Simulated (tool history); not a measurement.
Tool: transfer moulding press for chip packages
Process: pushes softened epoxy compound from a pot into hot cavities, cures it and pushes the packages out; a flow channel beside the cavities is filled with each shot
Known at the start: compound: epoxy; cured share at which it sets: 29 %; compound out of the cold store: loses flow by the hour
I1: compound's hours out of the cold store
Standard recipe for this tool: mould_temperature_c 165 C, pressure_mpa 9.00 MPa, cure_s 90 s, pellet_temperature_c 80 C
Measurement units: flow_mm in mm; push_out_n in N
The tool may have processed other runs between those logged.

Run 1, hour 0.0: usual settings; I1 21.4. Result: flow_mm 694 mm, push_out_n 446 N.
Run 2, hour 34.6: usual settings but pellet_temperature_c 86 C; I1 16.7. Result: flow_mm 720 mm, push_out_n 533 N.
Run 3, hour 71.4: usual settings; I1 17.1. Result: flow_mm 710 mm, push_out_n 569 N.
Run 4, hour 118.8: usual settings; I1 36.0. Result: flow_mm 620 mm, push_out_n 454 N.
Run 5, hour 166.7: usual settings; I1 24.4. Result: flow_mm 669 mm, push_out_n 543 N.
Run 6, hour 206.8: usual settings; I1 40.3. Result: flow_mm 594 mm, push_out_n 366 N.
Run 7, hour 261.3: usual settings; I1 40.4. Result: flow_mm 595 mm, push_out_n 493 N.
Run 8, hour 313.5: usual settings; I1 20.3. Result: flow_mm 686 mm, push_out_n 599 N.
Run 9, hour 349.4: usual settings; I1 23.5. Result: flow_mm 661 mm, push_out_n 465 N.
Run 10, hour 403.5: usual settings but pressure_mpa 7.86 MPa; I1 26.4. Result: flow_mm 643 mm, push_out_n 524 N.
Run 11, hour 435.9: usual settings; I1 21.7. Result: flow_mm 707 mm, push_out_n 304 N.
Run 12, hour 490.3: usual settings but mould_temperature_c 161 C; I1 33.7. Result: flow_mm 659 mm, push_out_n 558 N.
Run 13, hour 540.1: usual settings but mould_temperature_c 161 C, pellet_temperature_c 78 C; I1 38.0. Result: flow_mm 641 mm, push_out_n 602 N.
Run 14, hour 597.1: usual settings but mould_temperature_c 161 C, pellet_temperature_c 78 C; I1 24.4. Result: flow_mm 702 mm, push_out_n 542 N.
Run 15, hour 631.5: usual settings but mould_temperature_c 172 C; I1 42.9. Result: flow_mm 580 mm, push_out_n 462 N.
Run 16, hour 676.1: usual settings but mould_temperature_c 172 C; I1 47.5. Result: flow_mm 558 mm, push_out_n 336 N.
Run 17, hour 732.7: usual settings but mould_temperature_c 172 C; I1 20.5. Result: flow_mm 676 mm, push_out_n 472 N.
Run 18, hour 784.9: usual settings but mould_temperature_c 164 C, pressure_mpa 7.47 MPa, cure_s 78 s; I1 41.3. Result: flow_mm 548 mm, push_out_n 407 N.
Run 19, hour 818.8: usual settings but mould_temperature_c 169 C, pressure_mpa 7.94 MPa, cure_s 105 s, pellet_temperature_c 83 C; I1 22.9. Result: flow_mm 624 mm, push_out_n 428 N.
Run 20, hour 850.3: usual settings but mould_temperature_c 162 C, pressure_mpa 10.09 MPa, cure_s 87 s, pellet_temperature_c 89 C; I1 41.7. Result: flow_mm 634 mm, push_out_n 546 N.
Run 21, hour 876.8: usual settings but mould_temperature_c 159 C, pressure_mpa 7.98 MPa, cure_s 87 s, pellet_temperature_c 89 C; I1 27.5. Result: flow_mm 637 mm, push_out_n 703 N.
Run 22, hour 924.2: usual settings but mould_temperature_c 169 C, pressure_mpa 7.98 MPa, cure_s 87 s, pellet_temperature_c 86 C; I1 9.0. Result: flow_mm 687 mm, push_out_n 408 N.
Run 23, hour 979.1: usual settings but pellet_temperature_c 76 C; I1 27.4. Result: flow_mm 650 mm, push_out_n 508 N.
Run 24, hour 1026.2: usual settings but mould_temperature_c 170 C, pressure_mpa 6.86 MPa, cure_s 85 s, pellet_temperature_c 83 C; I1 28.1. Result: flow_mm 544 mm, push_out_n 364 N.
Run 25, hour 1054.8: usual settings but pressure_mpa 9.75 MPa; I1 40.5. Result: flow_mm 611 mm, push_out_n 467 N.
Run 26, hour 1099.8: usual settings but pressure_mpa 9.75 MPa; I1 18.4. Result: flow_mm 706 mm, push_out_n 534 N.
Run 27, hour 1160.8: usual settings but pressure_mpa 9.72 MPa, pellet_temperature_c 75 C; I1 15.2. Result: flow_mm 786 mm, push_out_n 479 N.
Run 28, hour 1200.6: usual settings but mould_temperature_c 164 C, pressure_mpa 7.58 MPa, pellet_temperature_c 87 C; I1 11.2. Result: flow_mm 707 mm, push_out_n 536 N.

Put back what was entered between runs (13 entries, withheld): which listed runs does each sit between, and how does the hidden state differ from the listed run before to the listed run after?
In the gap between runs 3 and 4: cavities cleaned with cleaning compound and waxed (hour 88.8)
  true mould temperature over the reading, C: -1.56 -> -1.61; pressure that reaches the compound, % of what is set: 90.48 -> 89.64; grip of the stained cavities, % over clean ones': 71.4 -> 40.3
  measured value less the no-hidden-state value, flow_mm: -31 -> -29 mm; push_out_n: +253 -> +144 N
In the gap between runs 5 and 6: cavities cleaned with cleaning compound and waxed (hour 202.6)
  true mould temperature over the reading, C: -1.66 -> -1.69; pressure that reaches the compound, % of what is set: 88.76 -> 88.12; grip of the stained cavities, % over clean ones': 65.5 -> 9
  measured value less the no-hidden-state value, flow_mm: -35 -> -33 mm; push_out_n: +228 -> +43 N
In the gap between runs 8 and 9: cavities cleaned with cleaning compound and waxed (hour 317.9)
  true mould temperature over the reading, C: -1.79 -> -1.83; pressure that reaches the compound, % of what is set: 86.11 -> 85.45; grip of the stained cavities, % over clean ones': 72.9 -> 39.9
  measured value less the no-hidden-state value, flow_mm: -45 -> -47 mm; push_out_n: +271 -> +150 N
In the gap between runs 9 and 10: plunger's sealing rings changed (hour 372.9); mould's thermocouples calibrated (hour 398.6)
  true mould temperature over the reading, C: -1.83 -> 0.5; pressure that reaches the compound, % of what is set: 85.45 -> 98.6; grip of the stained cavities, % over clean ones': 39.9 -> 64.9
  measured value less the no-hidden-state value, flow_mm: -47 -> -6 mm; push_out_n: +150 -> +202 N
In the gap between runs 10 and 11: cavities cleaned with cleaning compound and waxed (hour 435.9)
  true mould temperature over the reading, C: 0.5 -> 0.47; pressure that reaches the compound, % of what is set: 98.6 -> 98.02; grip of the stained cavities, % over clean ones': 64.9 -> 1.6
  measured value less the no-hidden-state value, flow_mm: -6 -> -9 mm; push_out_n: +202 -> +2 N
In the gap between runs 13 and 14: cavities cleaned with cleaning compound and waxed (hour 550.5)
  true mould temperature over the reading, C: 0.37 -> 0.32; pressure that reaches the compound, % of what is set: 96.09 -> 95.12; grip of the stained cavities, % over clean ones': 72.2 -> 53.3
  measured value less the no-hidden-state value, flow_mm: -14 -> -20 mm; push_out_n: +245 -> +185 N
In the gap between runs 15 and 16: cavities cleaned with cleaning compound and waxed (hour 664.9)
  true mould temperature over the reading, C: 0.29 -> 0.25; pressure that reaches the compound, % of what is set: 94.46 -> 93.71; grip of the stained cavities, % over clean ones': 67.4 -> 17.7
  measured value less the no-hidden-state value, flow_mm: -17 -> -19 mm; push_out_n: +188 -> +51 N
In the gap between runs 17 and 18: cavities cleaned with cleaning compound and waxed (hour 780.0)
  true mould temperature over the reading, C: 0.19 -> 0.14; pressure that reaches the compound, % of what is set: 92.66 -> 91.79; grip of the stained cavities, % over clean ones': 62.1 -> 13.3
  measured value less the no-hidden-state value, flow_mm: -27 -> -25 mm; push_out_n: +183 -> +46 N
In the gap between runs 21 and 22: cavities cleaned with cleaning compound and waxed (hour 894.3)
  true mould temperature over the reading, C: 0.06 -> 0.01; pressure that reaches the compound, % of what is set: 90.13 -> 89.28; grip of the stained cavities, % over clean ones': 70.3 -> 38.8
  measured value less the no-hidden-state value, flow_mm: -34 -> -41 mm; push_out_n: +289 -> +114 N
In the gap between runs 23 and 24: cavities cleaned with cleaning compound and waxed (hour 1008.1)
  true mould temperature over the reading, C: -0.04 -> -0.08; pressure that reaches the compound, % of what is set: 88.25 -> 87.34; grip of the stained cavities, % over clean ones': 67.3 -> 25.8
  measured value less the no-hidden-state value, flow_mm: -41 -> -39 mm; push_out_n: +205 -> +76 N
In the gap between runs 26 and 27: cavities cleaned with cleaning compound and waxed (hour 1124.3); plunger's sealing rings changed (hour 1147.0)
  true mould temperature over the reading, C: -0.15 -> -0.21; pressure that reaches the compound, % of what is set: 86.01 -> 98.83; grip of the stained cavities, % over clean ones': 69.1 -> 45
  measured value less the no-hidden-state value, flow_mm: -55 -> -3 mm; push_out_n: +220 -> +150 N
